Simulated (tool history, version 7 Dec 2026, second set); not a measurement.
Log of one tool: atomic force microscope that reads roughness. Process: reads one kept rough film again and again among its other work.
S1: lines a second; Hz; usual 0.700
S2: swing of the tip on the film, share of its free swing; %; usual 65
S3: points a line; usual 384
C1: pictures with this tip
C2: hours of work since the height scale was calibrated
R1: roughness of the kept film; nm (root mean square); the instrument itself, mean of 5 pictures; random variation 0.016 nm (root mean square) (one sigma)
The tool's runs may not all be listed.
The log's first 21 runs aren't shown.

run	hour	S1	S2	S3	C1	C2	R1
22	1056.0	2.122	67	384	205	718	3.061
# hour 1064.9: new tip fitted
23	1109.0	1.654	68	384	35	743	3.515
24	1165.5	1.400	76	895	80	769	3.380
25	1205.4	1.288	65	784	111	788	3.410
26	1260.0	3.539	65	784	155	813	3.121
27	1291.9	3.539	65	784	180	828	3.064
# hour 1331.5: new tip fitted
28	1360.0	0.554	81	540	23	860	3.640
29	1418.5	1.865	76	384	69	887	3.327
30	1488.8	2.424	57	767	125	920	3.328
31	1558.8	1.599	65	1020	181	952	3.197
# hour 1595.8: new tip fitted
32	1595.8	0.700	67	772	0	969	3.753
33	1654.7	1.700	56	384	47	997	3.579
34	1683.2	2.515	65	444	70	1010	3.424
35	1749.6	1.627	74	697	122	1041	3.274
36	1790.3	1.176	86	697	155	1060	3.115
37	1842.6	1.176	86	697	196	1084	3.022
# hour 1861.1: new tip fitted
# hour 1871.6: height scale calibrated on a step standard
38	1909.3	1.176	86	697	37	18	3.486
39	1960.7	0.700	80	384	78	42	3.477
40	1991.6	0.700	65	926	103	56	3.470
41	2022.6	0.700	63	898	127	70	3.456
42	2053.7	1.156	65	898	152	85	3.319

Forecast each of these 4 alternatives for the next run:
A	2115.3	2.501	85	297	201	114	?
B	2115.3	0.822	65	877	201	114	?
C	2115.3	0.700	64	488	201	114	?
D	2115.3	0.987	59	696	201	114	?

run	R1
A	2.782
B	3.222
C	3.234
D	3.259
Without the tool's hidden state the same runs would have given:
run	R1
A	3.332
B	3.857
C	3.870
D	3.901
